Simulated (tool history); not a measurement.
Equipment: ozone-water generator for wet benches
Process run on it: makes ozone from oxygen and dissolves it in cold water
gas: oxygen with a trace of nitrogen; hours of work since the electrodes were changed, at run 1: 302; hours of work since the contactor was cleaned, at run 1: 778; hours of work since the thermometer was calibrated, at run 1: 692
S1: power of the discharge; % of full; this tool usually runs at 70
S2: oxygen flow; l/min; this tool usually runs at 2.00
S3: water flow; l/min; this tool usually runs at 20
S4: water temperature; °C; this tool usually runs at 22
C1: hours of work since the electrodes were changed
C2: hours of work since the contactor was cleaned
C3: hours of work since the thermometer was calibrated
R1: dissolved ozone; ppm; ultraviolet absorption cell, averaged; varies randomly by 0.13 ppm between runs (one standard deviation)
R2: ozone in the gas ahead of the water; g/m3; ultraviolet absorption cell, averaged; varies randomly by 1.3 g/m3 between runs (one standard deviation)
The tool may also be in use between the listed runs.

Run 1, hour 0.0: usual settings; C1 302; C2 778; C3 692. Result: R1 12.5 ppm, R2 238.4 g/m3.
Run 2, hour 26.1: usual settings; C1 322; C2 799; C3 712. Result: R1 12.6 ppm, R2 237.2 g/m3.
Run 3, hour 43.4: usual settings; C1 335; C2 812; C3 725. Result: R1 12.5 ppm, R2 239.3 g/m3.
Run 4, hour 66.6: usual settings; C1 353; C2 830; C3 743. Result: R1 12.6 ppm, R2 236.1 g/m3.
Run 5, hour 91.4: usual settings; C1 372; C2 849; C3 762. Result: R1 12.1 ppm, R2 236.9 g/m3.
Run 6, hour 107.7: usual settings; C1 385; C2 862; C3 775. Result: R1 12.3 ppm, R2 238.3 g/m3.
At hour 109.8: water thermometer calibrated.
Run 7, hour 128.7: usual settings; C1 401; C2 878; C3 15. Result: R1 12.5 ppm, R2 236.7 g/m3.
Run 8, hour 157.4: usual settings; C1 423; C2 900; C3 37. Result: R1 12.4 ppm, R2 237.0 g/m3.
Run 9, hour 187.2: usual settings; C1 446; C2 923; C3 60. Result: R1 12.5 ppm, R2 236.4 g/m3.
At hour 209.8: water thermometer calibrated, once more.
Run 10, hour 210.9: usual settings; C1 464; C2 941; C3 1. Result: R1 12.5 ppm, R2 235.6 g/m3.
Run 11, hour 231.0: usual settings but S4 17 °C; C1 479; C2 956; C3 16. Result: R1 13.0 ppm, R2 234.3 g/m3.
Run 12, hour 256.1: usual settings but S1 75 % of full, S4 27 °C; C1 499; C2 976; C3 36. Result: R1 12.5 ppm, R2 249.1 g/m3.
Run 13, hour 284.5: usual settings but S1 99 % of full; C1 521; C2 997; C3 58. Result: R1 16.3 ppm, R2 313.2 g/m3.
Run 14, hour 314.8: usual settings but S1 99 % of full; C1 544; C2 1021; C3 81. Result: R1 16.1 ppm, R2 312.0 g/m3.
Run 15, hour 338.5: usual settings but S2 2.33 l/min, S4 15 °C; C1 562; C2 1039; C3 99. Result: R1 13.9 ppm, R2 220.6 g/m3.
Run 16, hour 355.9: usual settings but S2 2.33 l/min, S4 15 °C; C1 576; C2 1053; C3 113. Result: R1 13.8 ppm, R2 220.7 g/m3.
Run 17, hour 381.5: usual settings but S2 2.33 l/min, S4 15 °C; C1 596; C2 1072; C3 133. Result: R1 13.7 ppm, R2 219.6 g/m3.
Run 18, hour 407.9: usual settings but S2 1.13 l/min, S3 21 l/min; C1 616; C2 1093; C3 153. Result: R1 9.5 ppm, R2 300.1 g/m3.
Run 19, hour 425.0: usual settings but S1 48 % of full, S3 15 l/min; C1 629; C2 1106; C3 166. Result: R1 12.0 ppm, R2 171.4 g/m3.
Run 20, hour 438.6: usual settings but S1 48 % of full, S3 15 l/min; C1 640; C2 1116; C3 177. Result: R1 11.8 ppm, R2 174.3 g/m3.

Alternative continuations, all from the tool just after run 20; predict every row:
Run A, hour 466.5: usual settings but S1 48 % of full, S2 1.06 l/min, S3 15 l/min, S4 30 °C; C1 661; C2 1138; C3 198. Result: R1 ?, R2 ?.
Run B, hour 466.5: usual settings but S2 1.97 l/min, S3 30 l/min, S4 17 °C; C1 661; C2 1138; C3 198. Result: R1 ?, R2 ?.
Run C, hour 466.5: usual settings but S1 51 % of full, S2 1.13 l/min, S3 18 l/min; C1 661; C2 1138; C3 198. Result: R1 ?, R2 ?.

run   R1     R2
  A  9.1  227.0
  B  8.3  236.6
  C  8.7  233.3
Had the tool no hidden state, the same runs would have come out as:
run   R1     R2
  A  9.5  231.9
  B  8.9  243.9
  C  9.2  238.6

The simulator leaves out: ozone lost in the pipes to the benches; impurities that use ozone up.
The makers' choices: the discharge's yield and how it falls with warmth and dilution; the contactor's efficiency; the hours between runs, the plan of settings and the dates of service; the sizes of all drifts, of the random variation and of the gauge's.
